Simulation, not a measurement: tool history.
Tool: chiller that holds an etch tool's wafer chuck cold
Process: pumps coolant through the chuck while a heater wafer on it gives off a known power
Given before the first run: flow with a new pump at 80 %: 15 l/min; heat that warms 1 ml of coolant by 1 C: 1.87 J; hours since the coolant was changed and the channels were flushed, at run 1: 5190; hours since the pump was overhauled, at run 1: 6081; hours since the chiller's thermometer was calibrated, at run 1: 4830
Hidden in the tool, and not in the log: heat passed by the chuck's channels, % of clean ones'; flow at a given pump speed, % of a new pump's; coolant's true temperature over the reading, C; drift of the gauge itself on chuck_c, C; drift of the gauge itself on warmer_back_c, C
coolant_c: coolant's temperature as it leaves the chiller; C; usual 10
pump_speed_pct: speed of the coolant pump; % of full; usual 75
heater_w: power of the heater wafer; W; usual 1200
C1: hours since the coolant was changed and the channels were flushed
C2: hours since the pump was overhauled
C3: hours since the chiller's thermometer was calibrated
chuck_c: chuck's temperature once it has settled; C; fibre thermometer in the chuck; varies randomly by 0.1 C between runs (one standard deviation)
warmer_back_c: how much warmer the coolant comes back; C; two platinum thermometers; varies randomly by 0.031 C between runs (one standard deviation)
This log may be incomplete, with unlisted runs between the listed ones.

run 1 hour=0.0 | coolant_c=10 pump_speed_pct=75 heater_w=1200 | C1=5190 C2=6081 C3=4830 | chuck_c=21.0 warmer_back_c=2.92
run 2 hour=164.4 | coolant_c=10 pump_speed_pct=75 heater_w=1200 | C1=5354 C2=6246 C3=4994 | chuck_c=21.0 warmer_back_c=2.94
run 3 hour=318.4 | coolant_c=10 pump_speed_pct=62 heater_w=1200 | C1=5508 C2=6400 C3=5148 | chuck_c=23.1 warmer_back_c=3.54
-- hour=358.8 chiller's thermometer calibrated
run 4 hour=400.5 | coolant_c=10 pump_speed_pct=75 heater_w=954 | C1=5589 C2=6481 C3=42 | chuck_c=18.9 warmer_back_c=2.29
run 5 hour=488.1 | coolant_c=10 pump_speed_pct=75 heater_w=1287 | C1=5677 C2=6569 C3=129 | chuck_c=22.1 warmer_back_c=3.11
run 6 hour=640.1 | coolant_c=10 pump_speed_pct=75 heater_w=1200 | C1=5829 C2=6721 C3=281 | chuck_c=21.3 warmer_back_c=2.92
run 7 hour=781.1 | coolant_c=19 pump_speed_pct=75 heater_w=1200 | C1=5970 C2=6862 C3=422 | chuck_c=30.2 warmer_back_c=2.90
run 8 hour=916.9 | coolant_c=19 pump_speed_pct=75 heater_w=1200 | C1=6106 C2=6997 C3=558 | chuck_c=30.2 warmer_back_c=2.92
run 9 hour=1014.7 | coolant_c=12 pump_speed_pct=75 heater_w=1200 | C1=6203 C2=7095 C3=656 | chuck_c=23.3 warmer_back_c=2.97
-- hour=1033.1 chiller's thermometer calibrated, once more
run 10 hour=1162.0 | coolant_c=17 pump_speed_pct=75 heater_w=1200 | C1=6350 C2=7241 C3=129 | chuck_c=28.7 warmer_back_c=2.96
run 11 hour=1334.8 | coolant_c=17 pump_speed_pct=75 heater_w=1200 | C1=6523 C2=7414 C3=302 | chuck_c=28.8 warmer_back_c=2.88
run 12 hour=1480.5 | coolant_c=10 pump_speed_pct=75 heater_w=786 | C1=6668 C2=7560 C3=447 | chuck_c=17.8 warmer_back_c=1.93
run 13 hour=1565.3 | coolant_c=5 pump_speed_pct=75 heater_w=1200 | C1=6753 C2=7645 C3=532 | chuck_c=16.9 warmer_back_c=3.00
run 14 hour=1737.7 | coolant_c=15 pump_speed_pct=75 heater_w=1200 | C1=6925 C2=7817 C3=705 | chuck_c=26.9 warmer_back_c=2.96
run 15 hour=1830.6 | coolant_c=15 pump_speed_pct=75 heater_w=1200 | C1=7018 C2=7910 C3=797 | chuck_c=27.1 warmer_back_c=2.98
run 16 hour=1970.6 | coolant_c=15 pump_speed_pct=75 heater_w=1491 | C1=7158 C2=8050 C3=937 | chuck_c=30.0 warmer_back_c=3.77
run 17 hour=2132.2 | coolant_c=10 pump_speed_pct=83 heater_w=1200 | C1=7320 C2=8212 C3=1099 | chuck_c=21.2 warmer_back_c=2.65
run 18 hour=2294.1 | coolant_c=7 pump_speed_pct=90 heater_w=1200 | C1=7482 C2=8374 C3=1261 | chuck_c=17.4 warmer_back_c=2.51
run 19 hour=2445.7 | coolant_c=2 pump_speed_pct=90 heater_w=702 | C1=7633 C2=8525 C3=1413 | chuck_c=8.1 warmer_back_c=1.49
run 20 hour=2563.6 | coolant_c=10 pump_speed_pct=75 heater_w=821 | C1=7751 C2=8643 C3=1531 | chuck_c=18.4 warmer_back_c=2.08
run 21 hour=2683.8 | coolant_c=4 pump_speed_pct=75 heater_w=1230 | C1=7872 C2=8763 C3=1651 | chuck_c=16.5 warmer_back_c=3.03
run 22 hour=2857.8 | coolant_c=17 pump_speed_pct=75 heater_w=1200 | C1=8046 C2=8937 C3=1825 | chuck_c=29.2 warmer_back_c=3.01
run 23 hour=2935.2 | coolant_c=19 pump_speed_pct=64 heater_w=1341 | C1=8123 C2=9015 C3=1902 | chuck_c=34.6 warmer_back_c=3.91
-- hour=3035.4 coolant pump overhauled
run 24 hour=3037.5 | coolant_c=19 pump_speed_pct=64 heater_w=1341 | C1=8220 C2=2 C3=1999 | chuck_c=33.6 warmer_back_c=3.72
run 25 hour=3171.3 | coolant_c=14 pump_speed_pct=89 heater_w=1466 | C1=8354 C2=136 C3=2133 | chuck_c=26.5 warmer_back_c=2.88
run 26 hour=3319.8 | coolant_c=15 pump_speed_pct=76 heater_w=1200 | C1=8503 C2=284 C3=2282 | chuck_c=26.5 warmer_back_c=2.72
run 27 hour=3444.2 | coolant_c=15 pump_speed_pct=76 heater_w=1169 | C1=8627 C2=409 C3=2406 | chuck_c=26.3 warmer_back_c=2.65
run 28 hour=3586.9 | coolant_c=10 pump_speed_pct=70 heater_w=1487 | C1=8770 C2=552 C3=2549 | chuck_c=25.5 warmer_back_c=3.76
run 29 hour=3730.3 | coolant_c=19 pump_speed_pct=75 heater_w=712 | C1=8913 C2=695 C3=2692 | chuck_c=25.8 warmer_back_c=1.69
run 30 hour=3823.9 | coolant_c=6 pump_speed_pct=75 heater_w=729 | C1=9007 C2=788 C3=2786 | chuck_c=13.0 warmer_back_c=1.66
run 31 hour=3947.2 | coolant_c=20 pump_speed_pct=78 heater_w=729 | C1=9130 C2=912 C3=2909 | chuck_c=26.9 warmer_back_c=1.64
run 32 hour=4029.4 | coolant_c=20 pump_speed_pct=78 heater_w=729 | C1=9212 C2=994 C3=2991 | chuck_c=27.0 warmer_back_c=1.71

Selected run-to-run steps in chuck_c, each split into two signed amounts: the part the tool would show with no hidden state at all (from settings, incoming material and random variation), and the remainder, which goes to the hidden state together with any gauge scatter not common to the measured and the hidden-state-free results:
Run 18 -> 19: coolant_c 7 -> 2, heater_w 1200 -> 702. chuck_c -9.3 C: hidden state -0.9, all else -8.4.
Run 20 -> 21: coolant_c 10 -> 4, heater_w 821 -> 1230. chuck_c -1.9 C: hidden state +1.0, all else -2.9.
Run 21 -> 22: coolant_c 4 -> 17, heater_w 1230 -> 1200. chuck_c +12.7 C: hidden state -0.1, all else +12.8.
Run 28 -> 29: coolant_c 10 -> 19, pump_speed_pct 70 -> 75, heater_w 1487 -> 712. chuck_c +0.3 C: hidden state -1.7, all else +2.0.
Run 29 -> 30: coolant_c 19 -> 6, heater_w 712 -> 729. chuck_c -12.8 C: hidden state +0.1, all else -12.9.
Run 30 -> 31: coolant_c 6 -> 20, pump_speed_pct 75 -> 78. chuck_c +13.9 C: hidden state +0.0, all else +13.9.
